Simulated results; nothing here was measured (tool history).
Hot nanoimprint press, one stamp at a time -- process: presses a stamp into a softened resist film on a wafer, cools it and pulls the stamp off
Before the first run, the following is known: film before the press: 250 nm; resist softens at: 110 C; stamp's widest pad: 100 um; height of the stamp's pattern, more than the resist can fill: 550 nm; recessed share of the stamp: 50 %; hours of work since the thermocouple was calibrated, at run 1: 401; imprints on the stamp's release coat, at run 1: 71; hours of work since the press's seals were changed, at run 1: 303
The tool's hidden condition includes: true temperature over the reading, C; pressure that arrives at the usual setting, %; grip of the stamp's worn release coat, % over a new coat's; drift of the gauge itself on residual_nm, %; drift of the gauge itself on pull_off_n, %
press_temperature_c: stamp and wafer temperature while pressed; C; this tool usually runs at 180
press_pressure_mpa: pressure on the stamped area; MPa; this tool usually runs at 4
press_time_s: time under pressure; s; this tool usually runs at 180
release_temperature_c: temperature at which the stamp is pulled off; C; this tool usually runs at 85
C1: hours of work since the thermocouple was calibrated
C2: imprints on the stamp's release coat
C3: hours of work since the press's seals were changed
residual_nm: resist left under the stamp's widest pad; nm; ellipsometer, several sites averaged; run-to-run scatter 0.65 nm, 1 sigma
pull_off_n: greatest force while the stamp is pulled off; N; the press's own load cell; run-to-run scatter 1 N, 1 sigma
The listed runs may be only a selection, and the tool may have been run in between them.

Run 1, hour 0: usual settings; C1 401; C2 71; C3 303. Result: residual_nm 125.5 nm, pull_off_n 100 N.
At hour 16: plate thermocouple calibrated.
Run 2, hour 16: usual settings but release_temperature_c 89 C; C1 0; C2 103; C3 310. Result: residual_nm 132.8 nm, pull_off_n 94 N.
Run 3, hour 30.1: usual settings but release_temperature_c 89 C; C1 8; C2 139; C3 319. Result: residual_nm 132.9 nm, pull_off_n 94 N.
Run 4, hour 48: usual settings but release_temperature_c 89 C; C1 19; C2 184; C3 329. Result: residual_nm 132.2 nm, pull_off_n 95 N.
Run 5, hour 68.5: usual settings but release_temperature_c 89 C; C1 31; C2 235; C3 342. Result: residual_nm 131.4 nm, pull_off_n 95 N.
Run 6, hour 82.6: usual settings but release_temperature_c 89 C; C1 39; C2 271; C3 350. Result: residual_nm 131.8 nm, pull_off_n 94 N.
Run 7, hour 96.7: usual settings but press_temperature_c 187 C; C1 48; C2 306; C3 358. Result: residual_nm 101.1 nm, pull_off_n 104 N.
Run 8, hour 109.6: usual settings but press_temperature_c 187 C; C1 55; C2 338; C3 366. Result: residual_nm 100.7 nm, pull_off_n 104 N.
Run 9, hour 122.6: usual settings but press_temperature_c 178 C, release_temperature_c 88 C; C1 63; C2 371; C3 374. Result: residual_nm 141.4 nm, pull_off_n 99 N.
Run 10, hour 135.1: usual settings but press_temperature_c 183 C, press_time_s 196 s; C1 70; C2 403; C3 381. Result: residual_nm 113.2 nm, pull_off_n 104 N.
Run 11, hour 143.6: usual settings but press_temperature_c 169 C; C1 75; C2 424; C3 386. Result: residual_nm 188.2 nm, pull_off_n 104 N.
Run 12, hour 153.1: usual settings but press_temperature_c 183 C, press_time_s 166 s; C1 81; C2 448; C3 392. Result: residual_nm 120.4 nm, pull_off_n 105 N.
Run 13, hour 166.5: usual settings but press_temperature_c 171 C, press_pressure_mpa 2.66 MPa, press_time_s 166 s; C1 89; C2 481; C3 400. Result: residual_nm 199.7 nm, pull_off_n 106 N.
Run 14, hour 183.6: usual settings but press_temperature_c 171 C, press_pressure_mpa 5.3 MPa, press_time_s 166 s, release_temperature_c 71 C; C1 99; C2 524; C3 410. Result: residual_nm 167.7 nm, pull_off_n 136 N.
Run 15, hour 195.9: usual settings but press_time_s 332 s; C1 106; C2 555; C3 417. Result: residual_nm 104.2 nm, pull_off_n 107 N.

Branching from run 15: 5 alternative next runs. What would each branch give?
Run A, hour 210.5: usual settings but press_pressure_mpa 3.07 MPa, press_time_s 157 s; C1 115; C2 592; C3 426. Result: residual_nm ?, pull_off_n ?.
Run B, hour 210.5: usual settings but press_temperature_c 189 C, press_pressure_mpa 3.44 MPa, press_time_s 91 s; C1 115; C2 592; C3 426. Result: residual_nm ?, pull_off_n ?.
Run C, hour 210.5: usual settings but press_temperature_c 168 C, press_pressure_mpa 3.84 MPa, press_time_s 110 s; C1 115; C2 592; C3 426. Result: residual_nm ?, pull_off_n ?.
Run D, hour 210.5: usual settings but press_temperature_c 171 C, press_pressure_mpa 5.06 MPa, press_time_s 332 s, release_temperature_c 82 C; C1 115; C2 592; C3 426. Result: residual_nm ?, pull_off_n ?.
Run E, hour 210.5: usual settings but press_pressure_mpa 3.49 MPa, press_time_s 253 s, release_temperature_c 70 C; C1 115; C2 592; C3 426. Result: residual_nm ?, pull_off_n ?.

run  residual_nm  pull_off_n
  A        149.5         105
  B        128.2         105
  C        210.9         106
  D        136.5         112
  E        122.1         137
With the hidden condition removed and each run's random variation left untouched, the same runs would have given:
run  residual_nm  pull_off_n
  A        151.5         101
  B        129.8         100
  C        212.4         101
  D        138.4         107
  E          124         130

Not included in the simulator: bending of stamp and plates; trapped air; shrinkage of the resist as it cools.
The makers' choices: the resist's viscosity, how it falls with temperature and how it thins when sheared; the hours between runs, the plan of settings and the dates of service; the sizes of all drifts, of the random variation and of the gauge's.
